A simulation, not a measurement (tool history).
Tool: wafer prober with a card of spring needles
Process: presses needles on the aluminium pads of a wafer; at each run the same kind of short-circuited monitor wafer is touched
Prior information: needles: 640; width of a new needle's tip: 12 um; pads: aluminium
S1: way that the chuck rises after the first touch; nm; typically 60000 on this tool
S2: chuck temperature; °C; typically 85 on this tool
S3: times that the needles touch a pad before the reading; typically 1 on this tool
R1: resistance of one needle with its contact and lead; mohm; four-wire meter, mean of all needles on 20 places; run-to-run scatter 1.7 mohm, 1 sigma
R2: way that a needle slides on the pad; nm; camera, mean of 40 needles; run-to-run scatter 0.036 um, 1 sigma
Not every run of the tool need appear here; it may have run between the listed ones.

run 1 hour=0.0 | S1=60000 S2=85 S3=1 | R1=237 R2=16110
-- hour=2.0 tips cleaned on abrasive film
-- hour=11.5 tips cleaned on abrasive film
-- hour=21.0 tips cleaned on abrasive film
-- hour=28.6 tips cleaned on abrasive film
-- hour=38.1 tips cleaned on abrasive film
-- hour=38.4 height of the first contact set anew
-- hour=47.9 tips cleaned on abrasive film
run 2 hour=47.9 | S1=60000 S2=85 S3=1 | R1=180 R2=16450
-- hour=57.4 tips cleaned on abrasive film
-- hour=66.9 tips cleaned on abrasive film
-- hour=76.3 tips cleaned on abrasive film
-- hour=84.0 tips cleaned on abrasive film
-- hour=91.6 tips cleaned on abrasive film
run 3 hour=93.3 | S1=60000 S2=85 S3=1 | R1=206 R2=16400
-- hour=100.9 tips cleaned on abrasive film
-- hour=108.5 tips cleaned on abrasive film
-- hour=118.0 tips cleaned on abrasive film
-- hour=127.5 tips cleaned on abrasive film
-- hour=137.0 tips cleaned on abrasive film
run 4 hour=144.5 | S1=60000 S2=85 S3=1 | R1=257 R2=16230
-- hour=146.5 tips cleaned on abrasive film
-- hour=155.9 tips cleaned on abrasive film
-- hour=165.4 tips cleaned on abrasive film
run 5 hour=172.6 | S1=60000 S2=85 S3=1 | R1=253 R2=16190
-- hour=174.6 tips cleaned on abrasive film
-- hour=184.1 tips cleaned on abrasive film
-- hour=191.7 tips cleaned on abrasive film
run 6 hour=197.7 | S1=40000 S2=85 S3=1 | R1=317 R2=10570
-- hour=199.7 tips cleaned on abrasive film
-- hour=207.3 tips cleaned on abrasive film
-- hour=216.8 tips cleaned on abrasive film
run 7 hour=222.6 | S1=60000 S2=85 S3=1 | R1=253 R2=16040
-- hour=224.6 tips cleaned on abrasive film
-- hour=232.4 height of the first contact set anew
-- hour=234.4 tips cleaned on abrasive film
-- hour=243.9 tips cleaned on abrasive film
-- hour=253.4 tips cleaned on abrasive film
-- hour=262.9 tips cleaned on abrasive film
-- hour=272.4 tips cleaned on abrasive film
run 8 hour=277.9 | S1=60000 S2=85 S3=1 | R1=238 R2=16460
-- hour=281.8 tips cleaned on abrasive film
-- hour=291.3 tips cleaned on abrasive film
-- hour=300.8 tips cleaned on abrasive film
-- hour=310.2 tips cleaned on abrasive film
run 9 hour=312.2 | S1=60000 S2=85 S3=1 | R1=211 R2=16340
-- hour=317.9 tips cleaned on abrasive film
-- hour=325.6 tips cleaned on abrasive film
-- hour=335.1 tips cleaned on abrasive film
run 10 hour=341.5 | S1=60000 S2=85 S3=1 | R1=258 R2=16230
-- hour=343.5 tips cleaned on abrasive film
-- hour=353.0 tips cleaned on abrasive film
-- hour=362.5 tips cleaned on abrasive film
-- hour=370.1 tips cleaned on abrasive film
-- hour=379.6 tips cleaned on abrasive film
-- hour=389.1 tips cleaned on abrasive film
run 11 hour=394.9 | S1=60000 S2=85 S3=1 | R1=252 R2=15980
-- hour=396.9 tips cleaned on abrasive film
-- hour=404.5 tips cleaned on abrasive film
-- hour=414.0 tips cleaned on abrasive film
-- hour=421.6 tips cleaned on abrasive film
-- hour=427.6 height of the first contact set anew
-- hour=431.4 tips cleaned on abrasive film
-- hour=439.7 tips cleaned on abrasive film
run 12 hour=439.7 | S1=60000 S2=85 S3=1 | R1=181 R2=16610
-- hour=449.2 tips cleaned on abrasive film
-- hour=458.7 tips cleaned on abrasive film
-- hour=468.2 tips cleaned on abrasive film
-- hour=475.8 tips cleaned on abrasive film
run 13 hour=483.0 | S1=60000 S2=108 S3=1 | R1=261 R2=16390
-- hour=484.9 tips cleaned on abrasive film
-- hour=492.6 tips cleaned on abrasive film
-- hour=502.0 tips cleaned on abrasive film
-- hour=511.5 tips cleaned on abrasive film
-- hour=521.0 tips cleaned on abrasive film
run 14 hour=528.5 | S1=58000 S2=108 S3=3 | R1=211 R2=15650
-- hour=530.4 tips cleaned on abrasive film
-- hour=538.0 tips cleaned on abrasive film
-- hour=545.7 tips cleaned on abrasive film
-- hour=555.2 tips cleaned on abrasive film
-- hour=562.8 tips cleaned on abrasive film
-- hour=570.4 tips cleaned on abrasive film
run 15 hour=572.7 | S1=58000 S2=108 S3=3 | R1=196 R2=15520
-- hour=578.4 tips cleaned on abrasive film
-- hour=587.9 tips cleaned on abrasive film
-- hour=595.5 tips cleaned on abrasive film
run 16 hour=595.9 | S1=54000 S2=47 S3=2 | R1=183 R2=14330
-- hour=603.5 tips cleaned on abrasive film
-- hour=613.0 tips cleaned on abrasive film
-- hour=620.6 tips cleaned on abrasive film
-- hour=622.8 height of the first contact set anew
-- hour=630.4 tips cleaned on abrasive film
-- hour=639.9 tips cleaned on abrasive film
run 17 hour=640.9 | S1=48000 S2=85 S3=2 | R1=200 R2=13150
-- hour=648.5 tips cleaned on abrasive film
-- hour=656.1 tips cleaned on abrasive film
-- hour=665.6 tips cleaned on abrasive film
-- hour=673.2 tips cleaned on abrasive film
-- hour=682.7 tips cleaned on abrasive film
run 18 hour=686.2 | S1=48000 S2=35 S3=2 | R1=221 R2=13030
-- hour=691.9 tips cleaned on abrasive film
-- hour=701.4 tips cleaned on abrasive film
-- hour=709.0 tips cleaned on abrasive film
-- hour=718.5 tips cleaned on abrasive film
run 19 hour=721.5 | S1=48000 S2=35 S3=2 | R1=218 R2=12910
-- hour=727.2 tips cleaned on abrasive film
-- hour=736.7 tips cleaned on abrasive film
-- hour=744.3 tips cleaned on abrasive film
-- hour=753.8 tips cleaned on abrasive film
-- hour=761.4 tips cleaned on abrasive film
-- hour=770.9 tips cleaned on abrasive film
run 20 hour=776.9 | S1=71000 S2=94 S3=1 | R1=241 R2=19110
-- hour=778.9 tips cleaned on abrasive film
-- hour=786.5 tips cleaned on abrasive film
-- hour=796.0 tips cleaned on abrasive film
-- hour=803.6 tips cleaned on abrasive film
-- hour=813.1 tips cleaned on abrasive film
-- hour=817.2 height of the first contact set anew
-- hour=821.0 tips cleaned on abrasive film
run 21 hour=822.8 | S1=71000 S2=66 S3=1 | R1=196 R2=19570
-- hour=830.4 tips cleaned on abrasive film
-- hour=839.9 tips cleaned on abrasive film
-- hour=849.3 tips cleaned on abrasive film
-- hour=858.8 tips cleaned on abrasive film
-- hour=868.3 tips cleaned on abrasive film
run 22 hour=872.3 | S1=60000 S2=84 S3=2 | R1=220 R2=16330
-- hour=876.2 tips cleaned on abrasive film
-- hour=883.8 tips cleaned on abrasive film
-- hour=893.3 tips cleaned on abrasive film
-- hour=900.9 tips cleaned on abrasive film
-- hour=910.4 tips cleaned on abrasive film
run 23 hour=912.6 | S1=60000 S2=84 S3=2 | R1=210 R2=16300
-- hour=918.4 tips cleaned on abrasive film
-- hour=927.8 tips cleaned on abrasive film
-- hour=935.5 tips cleaned on abrasive film
-- hour=944.9 tips cleaned on abrasive film
run 24 hour=950.4 | S1=78000 S2=85 S3=1 | R1=227 R2=21130
-- hour=954.2 tips cleaned on abrasive film
-- hour=963.7 tips cleaned on abrasive film
-- hour=971.3 tips cleaned on abrasive film
run 25 hour=976.7 | S1=70000 S2=85 S3=1 | R1=244 R2=18750

Below, each run's measurement less what the same run would have read without the hidden state. Both values contain the same run-to-run variation, but the gauge's scatter may not be the same in both:
Hidden state at play: debris on the tips, nm; way that the needles fall short of the set height, um; tips' diameter, um; drift of the gauge itself on contact_mohm, %; drift of the gauge itself on scrub_um, %.
run=1 R1=+65 R2=-480
run=2 R1=+9 R2=-30
run=3 R1=+34 R2=-170
run=4 R1=+85 R2=-310
run=5 R1=+81 R2=-400
run=6 R1=+139 R2=-480
run=7 R1=+80 R2=-560
run=8 R1=+66 R2=-150
run=9 R1=+39 R2=-260
run=10 R1=+85 R2=-350
run=11 R1=+80 R2=-550
run=12 R1=+9 R2=-50
run=13 R1=+82 R2=-180
run=14 R1=+35 R2=-340
run=15 R1=+18 R2=-520
run=16 R1=+18 R2=-600
run=17 R1=+26 R2=-70
run=18 R1=+56 R2=-220
run=19 R1=+56 R2=-350
run=20 R1=+69 R2=-520
run=21 R1=+30 R2=-30
run=22 R1=+48 R2=-180
run=23 R1=+36 R2=-320
run=24 R1=+56 R2=-430
run=25 R1=+72 R2=-510
